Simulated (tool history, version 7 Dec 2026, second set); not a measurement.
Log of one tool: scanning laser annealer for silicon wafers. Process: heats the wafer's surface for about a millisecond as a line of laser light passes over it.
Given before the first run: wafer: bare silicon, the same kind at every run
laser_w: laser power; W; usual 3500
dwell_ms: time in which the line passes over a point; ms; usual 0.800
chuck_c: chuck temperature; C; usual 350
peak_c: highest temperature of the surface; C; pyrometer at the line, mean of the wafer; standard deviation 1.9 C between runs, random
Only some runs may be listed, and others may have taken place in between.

run	day	laser_w	dwell_ms	chuck_c	peak_c
1	0.000	3500	0.800	350	1094
2	3.108	3500	0.800	350	1092
3	6.475	3500	0.800	350	1085
4	8.708	3500	0.800	350	1090
5	10.379	3500	0.800	350	1089
6	11.796	3500	0.800	340	1072
7	13.350	3500	0.800	340	1075
8	15.042	3500	0.800	350	1080
9	17.421	3500	0.800	350	1080
# day 19.629: window over the wafer cleaned
10	20.596	3500	0.800	350	1099
11	22.950	3500	0.800	350	1101
12	25.362	3500	0.800	350	1097
13	27.400	3500	0.800	350	1097
14	29.621	3500	0.800	350	1095
15	31.408	3500	0.800	350	1091
16	32.775	3500	0.800	350	1091
17	34.617	3276	0.787	371	1059
# day 37.425: optics aligned, line set to its width
18	37.462	3734	0.859	348	1157
19	38.992	3726	0.609	315	977
20	41.508	3638	0.760	382	1114
21	43.275	3271	0.800	362	1043
# day 46.054: optics aligned, line set to its width, once more
22	46.812	2977	0.840	373	1025
23	49.329	3500	0.952	350	1169
24	51.717	3282	0.848	350	1068
# day 53.767: window over the wafer cleaned
25	54.562	3562	0.768	342	1093
26	57.050	3285	0.662	361	999
27	59.250	3285	0.662	347	983
28	61.762	3285	0.805	324	1036
29	64.275	3285	0.805	324	1034
30	66.021	3285	0.701	314	968

3 ways to go on from here, each from the tool as it stands after run 30. What would each give?
A	67.621	3416	0.630	354	?
B	67.621	3736	0.701	343	?
C	67.621	3500	0.676	350	?

run	peak_c
A	991
B	1080
C	1027
With the hidden condition removed and each run's random variation left untouched, the same runs would have given:
run	peak_c
A	1008
B	1100
C	1045

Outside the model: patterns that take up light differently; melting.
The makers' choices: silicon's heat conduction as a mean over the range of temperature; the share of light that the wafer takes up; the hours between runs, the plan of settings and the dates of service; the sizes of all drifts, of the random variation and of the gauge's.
